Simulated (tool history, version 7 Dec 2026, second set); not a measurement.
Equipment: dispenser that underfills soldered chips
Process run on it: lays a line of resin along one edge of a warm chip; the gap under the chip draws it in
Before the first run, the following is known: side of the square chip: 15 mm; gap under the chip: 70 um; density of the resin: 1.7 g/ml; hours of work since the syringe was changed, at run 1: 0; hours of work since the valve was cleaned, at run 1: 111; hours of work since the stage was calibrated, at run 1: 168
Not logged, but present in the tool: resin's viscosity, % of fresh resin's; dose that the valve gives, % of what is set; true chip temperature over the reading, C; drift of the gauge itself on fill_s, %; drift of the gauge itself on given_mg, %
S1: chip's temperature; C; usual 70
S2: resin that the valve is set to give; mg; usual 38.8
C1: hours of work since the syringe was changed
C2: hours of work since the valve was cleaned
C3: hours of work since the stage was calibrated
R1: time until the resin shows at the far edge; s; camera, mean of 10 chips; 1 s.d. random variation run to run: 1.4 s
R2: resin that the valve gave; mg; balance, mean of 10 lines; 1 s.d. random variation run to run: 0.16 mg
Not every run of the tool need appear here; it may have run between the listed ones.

run	day	S1	S2	C1	C2	C3	R1	R2
1	0	70	38.8	0	111	168	131.6	34.84
2	0.225	80	38.8	4	115	173	105.1	34.94
3	0.35	80	38.8	7	117	175	117.1	34.51
# day 0.5: new syringe of resin
4	0.533	73	38.8	1	120	178	122.7	34.65
# day 0.608: dispensing valve cleaned and set on the balance
5	0.692	73	38.8	3	2	180	129.7	38.52
6	0.8	70	38.8	5	4	182	158	38.6
7	1.029	84	38.8	9	8	187	111.9	38.3
# day 1.062: new syringe of resin
8	1.15	84	38.8	2	10	189	80.2	38.31
9	1.246	84	38.8	3	12	190	87.8	38.23
10	1.433	84	38.8	7	15	194	99.8	38.44
# day 1.575: new syringe of resin
11	1.621	84	38.8	1	18	197	79.1	37.91
12	1.775	70	38.8	4	21	200	148.4	38.1
13	1.888	70	38.8	6	23	202	163.7	37.76
# day 2.088: new syringe of resin
14	2.133	70	33.1	1	28	206	136.2	32.38
15	2.262	70	33.1	3	30	209	151.9	32.1
16	2.467	70	33.1	7	34	213	176.8	32.12
# day 2.608: new syringe of resin
17	2.675	70	33.1	1	38	216	140.8	31.97
18	2.812	59	35.8	4	40	219	232.4	34.57
19	3.033	73	38.7	8	44	223	157	37.23
# day 3.133: new syringe of resin
20	3.229	57	34.3	2	48	226	233.1	32.77
21	3.412	57	34.3	5	51	230	272.5	32.44
22	3.617	70	43.2	9	55	234	175.8	41.01
# day 3.65: new syringe of resin
23	3.796	59	46.7	3	58	237	214.2	44.21
24	3.912	59	46.7	5	60	239	232.9	44.02
25	4.079	59	46.7	8	63	242	259.6	43.92
# day 4.171: new syringe of resin
26	4.321	56	38	3	67	246	246.1	35.42
27	4.542	69	42.3	7	72	250	168.9	39.51
# day 4.679: new syringe of resin
28	4.696	69	38.7	0	74	253	133.1	35.88
29	4.804	85	38.7	2	76	255	79.6	35.96
30	5	76	45.7	6	80	259	128.1	42.52
31	5.138	76	45.7	9	82	261	141.3	41.87

Hidden state or all else? Some run-to-run changes of R1, split into what the settings, what came in and random variation would give without the hidden state, and what is left for the hidden state (with any gauge scatter that isn't in both results):
Run 16 -> 17: new syringe of resin. R1 -36 s: hidden state -37, all else +1.
Run 17 -> 18: S1 70 -> 59, S2 33.1 -> 35.8. R1 +91.6 s: hidden state +20.5, all else +71.1.
Run 21 -> 22: S1 57 -> 70, S2 34.3 -> 43.2. R1 -96.7 s: hidden state +7.2, all else -103.9.
Run 25 -> 26: S1 59 -> 56, S2 46.7 -> 38, new syringe of resin. R1 -13.5 s: hidden state -43.8, all else +30.3.
Run 26 -> 27: S1 56 -> 69, S2 38 -> 42.3. R1 -77.2 s: hidden state +19.5, all else -96.7.
Run 27 -> 28: S2 42.3 -> 38.7, new syringe of resin. R1 -35.8 s: hidden state -36, all else +0.2.

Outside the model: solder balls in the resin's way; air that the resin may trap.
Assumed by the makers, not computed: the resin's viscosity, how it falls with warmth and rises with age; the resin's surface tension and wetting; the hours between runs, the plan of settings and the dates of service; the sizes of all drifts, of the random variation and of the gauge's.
